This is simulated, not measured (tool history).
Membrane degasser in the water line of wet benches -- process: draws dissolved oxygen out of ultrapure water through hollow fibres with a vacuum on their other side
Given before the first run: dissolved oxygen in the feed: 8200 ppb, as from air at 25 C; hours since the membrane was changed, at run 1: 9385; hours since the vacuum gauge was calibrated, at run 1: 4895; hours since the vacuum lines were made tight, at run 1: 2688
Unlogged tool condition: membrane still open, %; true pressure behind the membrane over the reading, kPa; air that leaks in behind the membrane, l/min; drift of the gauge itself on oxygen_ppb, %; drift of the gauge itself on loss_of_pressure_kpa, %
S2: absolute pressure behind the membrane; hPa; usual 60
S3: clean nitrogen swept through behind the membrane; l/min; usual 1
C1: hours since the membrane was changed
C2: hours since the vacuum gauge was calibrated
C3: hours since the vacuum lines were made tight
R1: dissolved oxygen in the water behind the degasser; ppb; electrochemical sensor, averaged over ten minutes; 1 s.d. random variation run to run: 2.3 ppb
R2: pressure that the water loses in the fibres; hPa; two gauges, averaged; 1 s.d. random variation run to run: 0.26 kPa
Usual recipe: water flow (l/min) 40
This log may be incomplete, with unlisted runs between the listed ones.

Run 1, day 0: usual settings; C1 9385; C2 4895; C3 2688. Result: R1 237.5 ppb, R2 694 hPa.
Run 2, day 10.521: usual settings; C1 9637; C2 5147; C3 2941. Result: R1 242 ppb, R2 694.9 hPa.
Run 3, day 22.208: usual settings; C1 9918; C2 5428; C3 3221. Result: R1 236.6 ppb, R2 693.2 hPa.
Run 4, day 31.129: usual settings; C1 10132; C2 5642; C3 3436. Result: R1 236.8 ppb, R2 692.9 hPa.
At day 32.288: vacuum gauge calibrated.
Run 5, day 42.271: usual settings; C1 10399; C2 240; C3 3703. Result: R1 231.6 ppb, R2 696.6 hPa.
Run 6, day 52.246: usual settings; C1 10638; C2 479; C3 3942. Result: R1 233.4 ppb, R2 695.2 hPa.
Run 7, day 60.333: usual settings; C1 10832; C2 673; C3 4136. Result: R1 234.6 ppb, R2 699.4 hPa.
Run 8, day 72.871: usual settings; C1 11133; C2 974; C3 4437. Result: R1 236.7 ppb, R2 697.1 hPa.
Run 9, day 83.392: usual settings but S2 120.5 hPa; C1 11386; C2 1227; C3 4689. Result: R1 686.1 ppb, R2 695.4 hPa.
Run 10, day 94.588: usual settings; C1 11654; C2 1495; C3 4958. Result: R1 234.7 ppb, R2 694.6 hPa.
Run 11, day 102.867: usual settings but S2 106.4 hPa; C1 11853; C2 1694; C3 5157. Result: R1 579.1 ppb, R2 696.3 hPa.
Run 12, day 112.875: usual settings but S2 37.4 hPa; C1 12093; C2 1934; C3 5397. Result: R1 59.6 ppb, R2 697.2 hPa.
Run 13, day 125.688: usual settings but S2 37.4 hPa; C1 12401; C2 2242; C3 5705. Result: R1 59.6 ppb, R2 699.2 hPa.
Run 14, day 134.704: usual settings but S3 1.2 l/min; C1 12617; C2 2458; C3 5921. Result: R1 210 ppb, R2 701.1 hPa.
Run 15, day 145.758: usual settings but water flow (l/min) 30, S3 1.2 l/min; C1 12883; C2 2723; C3 6186. Result: R1 152.5 ppb, R2 524.8 hPa.
Run 16, day 156.238: usual settings but water flow (l/min) 42; C1 13134; C2 2975; C3 6438. Result: R1 248 ppb, R2 737.8 hPa.
Run 17, day 167.262: usual settings but water flow (l/min) 58, S3 2.81 l/min; C1 13399; C2 3239; C3 6702. Result: R1 194 ppb, R2 1020.8 hPa.
Run 18, day 179.333: usual settings but water flow (l/min) 56, S2 136.4 hPa, S3 1.29 l/min; C1 13688; C2 3529; C3 6992. Result: R1 862.8 ppb, R2 986.7 hPa.
Run 19, day 190.1: usual settings but water flow (l/min) 56, S2 136.4 hPa, S3 1.29 l/min; C1 13947; C2 3788; C3 7250. Result: R1 864.6 ppb, R2 980.7 hPa.
Run 20, day 202.212: usual settings but water flow (l/min) 56, S2 77.9 hPa, S3 1.08 l/min; C1 14238; C2 4078; C3 7541. Result: R1 482.6 ppb, R2 985.9 hPa.
Run 21, day 210.396: usual settings but water flow (l/min) 56, S2 39.7 hPa, S3 1.08 l/min; C1 14434; C2 4275; C3 7737. Result: R1 134.9 ppb, R2 984.6 hPa.
Run 22, day 222.388: usual settings but water flow (l/min) 59, S2 98.9 hPa, S3 0.71 l/min; C1 14722; C2 4562; C3 8025. Result: R1 907 ppb, R2 1038.6 hPa.
Run 23, day 228.608: usual settings but water flow (l/min) 59, S2 98.9 hPa, S3 0.71 l/min; C1 14871; C2 4712; C3 8175. Result: R1 914 ppb, R2 1038.1 hPa.
Run 24, day 234.921: usual settings but water flow (l/min) 59, S2 98.9 hPa, S3 0.71 l/min; C1 15023; C2 4863; C3 8326. Result: R1 919.7 ppb, R2 1039.7 hPa.
Run 25, day 246.925: usual settings but water flow (l/min) 59, S2 98.9 hPa, S3 0.71 l/min; C1 15311; C2 5151; C3 8614. Result: R1 919 ppb, R2 1043.1 hPa.
Run 26, day 257.821: usual settings but water flow (l/min) 24, S3 1.68 l/min; C1 15572; C2 5413; C3 8876. Result: R1 93.1 ppb, R2 426.4 hPa.
Run 27, day 265.196: usual settings but S3 0.41 l/min; C1 15749; C2 5590; C3 9053. Result: R1 426.3 ppb, R2 710 hPa.
At day 268.804: vacuum gauge calibrated.
Run 28, day 272.604: usual settings but water flow (l/min) 42, S2 51.4 hPa, S3 0.51 l/min; C1 15926; C2 91; C3 9230. Result: R1 278.7 ppb, R2 738.5 hPa.
Run 29, day 280.8: usual settings but water flow (l/min) 60, S2 109.4 hPa; C1 16123; C2 288; C3 9427. Result: R1 833.5 ppb, R2 1060.6 hPa.
Run 30, day 290.633: usual settings but water flow (l/min) 60, S2 109.4 hPa; C1 16359; C2 524; C3 9663. Result: R1 857.7 ppb, R2 1062.3 hPa.
Run 31, day 296.921: usual settings but water flow (l/min) 60, S2 109.4 hPa; C1 16510; C2 675; C3 9814. Result: R1 848.5 ppb, R2 1067.8 hPa.
Run 32, day 307.692: usual settings but S2 43.9 hPa; C1 16768; C2 933; C3 10072. Result: R1 109.1 ppb, R2 715.7 hPa.

What would each run have given without the hidden state, its run-to-run variation left as it was?
run      R2
  1   693.5
  2   693.7
  3   691.3
  4   690.5
  5   693.5
  6   691.5
  7   695.2
  8   692.1
  9   689.8
 10   688.3
 11   689.5
 12   689.7
 13     691
 14   692.3
 15   517.7
 16   727.2
 17  1005.1
 18   970.5
 19   963.6
 20   967.8
 21   965.8
 22  1017.6
 23  1016.6
 24  1017.6
 25  1019.8
 26   416.5
 27   693.1
 28   720.4
 29    1034
 30  1034.7
 31  1039.4
 32   696.2
R1: differs from the measured result by no more than 0.7 ppb in any run.
